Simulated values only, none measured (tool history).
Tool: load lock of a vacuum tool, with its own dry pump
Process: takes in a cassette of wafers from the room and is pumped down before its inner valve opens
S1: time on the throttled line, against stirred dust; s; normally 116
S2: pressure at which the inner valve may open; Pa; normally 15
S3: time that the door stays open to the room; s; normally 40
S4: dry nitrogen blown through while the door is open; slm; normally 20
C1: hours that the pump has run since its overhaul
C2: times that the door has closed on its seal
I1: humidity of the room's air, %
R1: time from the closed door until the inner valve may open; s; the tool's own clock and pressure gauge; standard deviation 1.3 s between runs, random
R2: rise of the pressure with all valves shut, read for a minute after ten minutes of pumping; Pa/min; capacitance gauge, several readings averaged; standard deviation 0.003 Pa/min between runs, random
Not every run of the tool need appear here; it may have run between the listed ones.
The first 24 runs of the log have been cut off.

Run 25, hour 4593.1: usual settings but S1 98 s, S2 14 Pa, S3 47 s; C1 10598; C2 20789; I1 45.8. Result: R1 209.5 s, R2 0.099 Pa/min.
Run 26, hour 4780.7: usual settings but S1 77 s, S2 14 Pa, S3 47 s, S4 27 slm; C1 10785; C2 21203; I1 43.3. Result: R1 198.2 s, R2 0.095 Pa/min.
Run 27, hour 5061.3: usual settings but S1 77 s, S2 11 Pa, S3 47 s, S4 27 slm; C1 11066; C2 21822; I1 44.5. Result: R1 199 s, R2 0.103 Pa/min.
Run 28, hour 5195.6: usual settings but S3 103 s, S4 36 slm; C1 11200; C2 22119; I1 45.8. Result: R1 220.9 s, R2 0.106 Pa/min.
Run 29, hour 5483.3: usual settings but S1 110 s, S2 24 Pa; C1 11488; C2 22754; I1 43.4. Result: R1 212 s, R2 0.101 Pa/min.
Run 30, hour 5649.4: usual settings but S1 176 s; C1 11654; C2 23120; I1 47.2. Result: R1 262.7 s, R2 0.105 Pa/min.
Run 31, hour 5861.2: usual settings but S3 26 s, S4 10 slm; C1 11866; C2 23587; I1 44.4. Result: R1 221.4 s, R2 0.108 Pa/min.
Run 32, hour 6109.9: usual settings but S1 99 s, S4 11 slm; C1 12114; C2 24136; I1 41.9. Result: R1 212.3 s, R2 0.112 Pa/min.
Run 33, hour 6326.8: usual settings but S1 99 s, S4 11 slm; C1 12331; C2 24615; I1 44.4. Result: R1 213.2 s, R2 0.11 Pa/min.
Run 34, hour 6491: usual settings but S1 96 s, S2 16 Pa, S3 35 s; C1 12495; C2 24977; I1 43.3. Result: R1 209.8 s, R2 0.117 Pa/min.
Run 35, hour 6727: usual settings but S1 94 s, S4 24 slm; C1 12731; C2 25498; I1 42.4. Result: R1 209.8 s, R2 0.115 Pa/min.
Run 36, hour 6871: usual settings but S3 236 s; C1 12875; C2 25816; I1 43.1. Result: R1 221.9 s, R2 0.161 Pa/min.

Predict each of these 3 candidate next runs independently; none follows another, all start after run 36:
Run A, hour 7104.1: usual settings but S2 22 Pa, S3 236 s; C1 13109; C2 26330; I1 47. Result: R1 ?, R2 ?.
Run B, hour 7104.1: usual settings but S1 160 s; C1 13109; C2 26330; I1 45.9. Result: R1 ?, R2 ?.
Run C, hour 7104.1: usual settings but S1 97 s, S2 25 Pa, S3 197 s; C1 13109; C2 26330; I1 42.3. Result: R1 ?, R2 ?.

run     R1     R2
  A  217.4  0.166
  B  252.3  0.126
  C  203.9  0.157
The same runs, with their run-to-run variation unchanged, on a tool lacking any hidden condition would have given:
run     R1     R2
  A  203.2  0.057
  B  239.4  0.015
  C  189.1  0.047
